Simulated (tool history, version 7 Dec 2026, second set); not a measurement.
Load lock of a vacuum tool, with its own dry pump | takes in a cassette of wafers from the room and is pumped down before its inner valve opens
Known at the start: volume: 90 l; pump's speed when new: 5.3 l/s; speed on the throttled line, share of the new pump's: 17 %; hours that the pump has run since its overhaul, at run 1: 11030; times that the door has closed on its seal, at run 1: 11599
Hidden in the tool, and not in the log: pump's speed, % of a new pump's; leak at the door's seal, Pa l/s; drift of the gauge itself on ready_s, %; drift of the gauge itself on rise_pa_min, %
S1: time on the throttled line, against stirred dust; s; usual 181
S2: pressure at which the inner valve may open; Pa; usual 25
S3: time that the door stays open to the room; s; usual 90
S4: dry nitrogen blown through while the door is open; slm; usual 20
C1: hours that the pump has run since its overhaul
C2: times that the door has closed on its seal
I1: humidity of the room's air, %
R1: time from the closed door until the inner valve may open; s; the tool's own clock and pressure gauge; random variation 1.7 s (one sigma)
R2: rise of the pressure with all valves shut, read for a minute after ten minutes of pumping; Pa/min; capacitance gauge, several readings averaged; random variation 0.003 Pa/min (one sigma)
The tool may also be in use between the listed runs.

run	hour	S1	S2	S3	S4	C1	C2	I1	R1	R2
1	0.0	181	25	90	20	11030	11599	44.5	290.8	0.043
2	41.3	181	25	90	20	11072	11743	45.6	291.9	0.045
3	81.3	190	25	90	20	11112	11882	39.9	298.0	0.040
4	167.1	181	25	90	20	11198	12181	46.5	292.5	0.042
5	247.5	181	25	90	20	11278	12461	44.4	291.6	0.047
6	322.1	232	25	90	20	11353	12721	47.1	338.0	0.048
7	369.7	181	25	90	20	11400	12887	42.0	291.1	0.042
8	433.2	181	25	90	20	11464	13108	43.5	294.6	0.044
9	511.6	181	25	90	20	11542	13381	40.4	290.7	0.043
10	600.6	181	25	90	20	11631	13691	48.9	291.7	0.047
11	675.5	181	25	90	20	11706	13952	45.3	292.3	0.042
12	764.7	181	26	90	20	11795	14263	43.1	289.5	0.042
13	808.0	181	26	90	20	11838	14413	44.9	296.0	0.044
14	871.4	181	26	90	20	11902	14634	47.9	293.2	0.049
15	931.8	181	25	236	20	11962	14845	42.3	295.4	0.065
16	1016.1	181	25	90	20	12047	15138	43.2	295.1	0.044
17	1091.2	181	25	38	20	12122	15400	45.6	292.0	0.030
18	1147.9	181	25	90	12	12178	15597	40.5	295.2	0.049
19	1198.3	181	25	30	12	12229	15773	45.7	292.4	0.036
20	1269.4	115	25	30	6	12300	16020	45.2	237.3	0.035
21	1325.6	181	25	102	11	12356	16216	44.1	292.3	0.061
22	1393.4	236	25	157	18	12424	16452	48.2	337.6	0.062
23	1447.3	236	25	157	18	12478	16640	44.3	338.8	0.062
24	1524.5	236	20	123	15	12555	16909	43.9	341.2	0.056
25	1576.7	236	38	123	15	12607	17091	50.7	330.3	0.056
26	1662.7	273	38	123	15	12693	17390	44.9	365.9	0.055
27	1711.1	181	20	211	20	12742	17559	45.1	295.4	0.068
28	1805.7	181	47	90	8	12836	17888	46.1	280.0	0.062
29	1877.9	143	23	35	19	12908	18140	44.5	261.8	0.032
30	1942.4	143	23	208	19	12973	18364	46.4	260.8	0.066
31	2027.2	181	25	45	7	13058	18660	43.3	287.6	0.041
32	2086.6	181	36	47	20	13117	18867	43.2	283.4	0.031
33	2184.3	285	20	90	20	13215	19207	47.3	377.9	0.052
34	2240.2	285	20	90	20	13271	19402	44.7	380.8	0.049
35	2320.9	250	24	125	20	13351	19683	41.6	349.7	0.045
36	2367.8	250	24	125	20	13398	19846	42.4	351.5	0.047

Forecast each of these 5 alternatives for the next run:
A	2423.5	250	24	125	12	13454	20040	45.2	?	?
B	2423.5	250	25	125	6	13454	20040	43.9	?	?
C	2423.5	250	24	116	20	13454	20040	48.3	?	?
D	2423.5	337	24	125	12	13454	20040	41.8	?	?
E	2423.5	250	24	238	20	13454	20040	47.9	?	?

run	R1	R2
A	352.5	0.057
B	348.0	0.069
C	353.2	0.053
D	418.6	0.054
E	350.7	0.072
Without the tool's hidden state the same runs would have given:
run	R1	R2
A	352.5	0.057
B	348.0	0.069
C	353.2	0.052
D	418.6	0.054
E	350.7	0.071

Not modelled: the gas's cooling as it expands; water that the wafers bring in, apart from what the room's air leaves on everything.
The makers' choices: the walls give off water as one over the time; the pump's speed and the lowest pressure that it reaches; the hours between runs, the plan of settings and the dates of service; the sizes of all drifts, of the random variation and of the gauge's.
